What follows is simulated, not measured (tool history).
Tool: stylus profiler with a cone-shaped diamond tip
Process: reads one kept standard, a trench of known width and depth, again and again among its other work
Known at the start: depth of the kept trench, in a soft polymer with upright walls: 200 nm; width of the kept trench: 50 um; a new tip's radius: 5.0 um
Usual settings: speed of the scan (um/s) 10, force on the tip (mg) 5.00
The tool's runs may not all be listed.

run	hour	speed of the scan (um/s)	force on the tip (mg)	depth of the trench (nm)	width of the trench's floor (um)
1	0.0	10	5.00	202.57	47.22
2	30.7	10	5.00	202.51	47.15
3	49.8	10	8.04	203.70	47.19
4	77.7	8	5.00	202.72	47.15
5	105.2	8	5.00	202.60	47.17
6	126.1	8	5.00	202.69	47.14
7	144.3	8	5.00	202.36	47.21
8	169.5	8	5.00	202.65	47.16
9	188.4	10	5.00	202.63	47.18
10	225.6	10	5.00	202.46	47.15
11	266.6	10	8.90	203.94	47.20
12	301.3	10	8.90	203.96	47.17
13	321.6	10	8.90	203.80	47.19
14	349.1	10	3.09	201.73	47.15
15	385.5	10	5.00	202.73	47.20
16	411.6	10	5.00	202.62	47.19
17	444.5	5	3.54	202.14	47.21
18	486.8	6	11.80	204.67	47.17
19	509.4	27	4.52	202.45	47.09
20	529.3	27	4.52	202.09	47.16
21	557.8	39	3.49	202.03	47.08
22	596.1	4	10.07	204.24	47.22
23	636.2	4	10.07	204.01	47.22
24	653.3	4	10.07	204.28	47.21
25	691.4	2	3.86	202.33	47.15
26	709.5	8	6.25	203.15	47.15
27	741.6	22	10.97	204.50	47.16
28	782.6	32	4.32	202.55	47.18
29	806.2	8	6.99	203.31	47.18

3 ways to go on from here, each from the tool as it stands after run 29. What would each give?
A	824.6	27	4.46	?	?
B	824.6	2	14.84	?	?
C	824.6	8	5.00	?	?

run	depth of the trench (nm)	width of the trench's floor (um)
A	202.44	47.14
B	205.42	47.21
C	202.77	47.16
Without the tool's hidden state the same runs would have given:
run	depth of the trench (nm)	width of the trench's floor (um)
A	202.44	47.15
B	205.42	47.23
C	202.76	47.18
